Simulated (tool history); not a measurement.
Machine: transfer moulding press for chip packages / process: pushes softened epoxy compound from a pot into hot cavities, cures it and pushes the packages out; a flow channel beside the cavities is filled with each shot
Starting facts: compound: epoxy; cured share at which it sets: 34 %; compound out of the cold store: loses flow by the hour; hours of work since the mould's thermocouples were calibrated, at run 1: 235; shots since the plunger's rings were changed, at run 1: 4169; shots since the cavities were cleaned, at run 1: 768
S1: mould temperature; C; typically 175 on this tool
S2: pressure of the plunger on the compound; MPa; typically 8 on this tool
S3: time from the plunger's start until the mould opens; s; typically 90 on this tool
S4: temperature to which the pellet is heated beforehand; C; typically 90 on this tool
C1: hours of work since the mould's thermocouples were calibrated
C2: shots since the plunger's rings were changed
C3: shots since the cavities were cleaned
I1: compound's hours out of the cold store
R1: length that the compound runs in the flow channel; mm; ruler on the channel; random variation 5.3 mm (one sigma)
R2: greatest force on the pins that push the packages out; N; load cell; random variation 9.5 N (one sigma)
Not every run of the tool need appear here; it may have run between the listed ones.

| run | hour | S1 | S2 | S3 | S4 | C1 | C2 | C3 | I1 | R1 | R2 |
|---|---|---|---|---|---|---|---|---|---|---|---|
| 1 | 0.0 | 175 | 8 | 90 | 90 | 235 | 4169 | 768 | 29.0 | 506 | 809 |
| 2 | 10.0 | 175 | 8 | 90 | 90 | 242 | 4301 | 900 | 37.3 | 490 | 795 |
|  | 13.1 | cavities cleaned with cleaning compound and waxed |
| 3 | 20.8 | 175 | 8 | 90 | 90 | 248 | 4425 | 102 | 30.5 | 501 | 503 |
| 4 | 33.1 | 175 | 8 | 90 | 90 | 256 | 4589 | 266 | 40.6 | 479 | 602 |
| 5 | 51.3 | 175 | 8 | 80 | 90 | 267 | 4829 | 506 | 19.9 | 513 | 956 |
|  | 59.4 | plunger's sealing rings changed |
| 6 | 68.0 | 175 | 8 | 80 | 83 | 277 | 114 | 695 | 16.9 | 562 | 1055 |
|  | 86.6 | cavities cleaned with cleaning compound and waxed |
| 7 | 89.8 | 175 | 8 | 80 | 83 | 290 | 382 | 42 | 25.1 | 535 | 621 |
| 8 | 103.2 | 175 | 8 | 90 | 90 | 299 | 560 | 220 | 16.0 | 557 | 594 |
| 9 | 114.1 | 175 | 8 | 90 | 90 | 306 | 704 | 364 | 45.0 | 498 | 639 |
| 10 | 135.0 | 175 | 8 | 90 | 90 | 319 | 981 | 641 | 19.0 | 550 | 748 |
| 11 | 152.6 | 175 | 8 | 90 | 90 | 331 | 1215 | 875 | 31.5 | 521 | 809 |
|  | 157.5 | cavities cleaned with cleaning compound and waxed |
| 12 | 176.9 | 175 | 8 | 90 | 90 | 345 | 1517 | 257 | 14.0 | 556 | 638 |
| 13 | 197.0 | 175 | 8 | 79 | 90 | 358 | 1784 | 524 | 32.6 | 508 | 960 |
| 14 | 212.7 | 175 | 8 | 79 | 90 | 369 | 1992 | 732 | 32.2 | 516 | 1023 |
|  | 228.1 | cavities cleaned with cleaning compound and waxed |
| 15 | 235.7 | 175 | 8 | 79 | 90 | 383 | 2277 | 101 | 37.5 | 504 | 689 |
| 16 | 255.5 | 175 | 8 | 79 | 90 | 395 | 2539 | 363 | 43.5 | 493 | 862 |
| 17 | 277.8 | 175 | 8 | 79 | 90 | 410 | 2836 | 660 | 22.5 | 529 | 1016 |
| 18 | 294.0 | 175 | 8 | 79 | 90 | 420 | 3050 | 874 | 25.6 | 521 | 1095 |
|  | 298.7 | cavities cleaned with cleaning compound and waxed |
| 19 | 312.2 | 175 | 8 | 79 | 90 | 431 | 3272 | 180 | 31.8 | 503 | 757 |
| 20 | 324.4 | 175 | 8 | 79 | 90 | 439 | 3433 | 341 | 44.5 | 490 | 824 |
| 21 | 335.0 | 175 | 8 | 101 | 90 | 446 | 3574 | 482 | 28.3 | 512 | 571 |
| 22 | 348.2 | 175 | 8 | 101 | 90 | 455 | 3749 | 657 | 11.2 | 543 | 677 |
|  | 369.5 | cavities cleaned with cleaning compound and waxed |
| 23 | 370.5 | 175 | 8 | 101 | 90 | 468 | 4024 | 13 | 23.9 | 514 | 386 |
| 24 | 384.6 | 175 | 8 | 101 | 90 | 477 | 4211 | 200 | 44.4 | 484 | 475 |
| 25 | 394.3 | 182 | 8 | 101 | 90 | 484 | 4339 | 328 | 21.2 | 511 | 469 |
| 26 | 404.3 | 182 | 8 | 98 | 92 | 490 | 4472 | 461 | 19.8 | 508 | 522 |

Run 27 is up next; what results do you expect?
| 27 | 417.5 | 175 | 8 | 90 | 87 | 499 | 4647 | 636 | 14.8 | ? | ? |

Run 27 yielded R1 537 mm, R2 793 N.
Take away the tool's hidden state, keep the run-to-run variation as it was, and the same run would have given R1 576 mm, R2 438 N.

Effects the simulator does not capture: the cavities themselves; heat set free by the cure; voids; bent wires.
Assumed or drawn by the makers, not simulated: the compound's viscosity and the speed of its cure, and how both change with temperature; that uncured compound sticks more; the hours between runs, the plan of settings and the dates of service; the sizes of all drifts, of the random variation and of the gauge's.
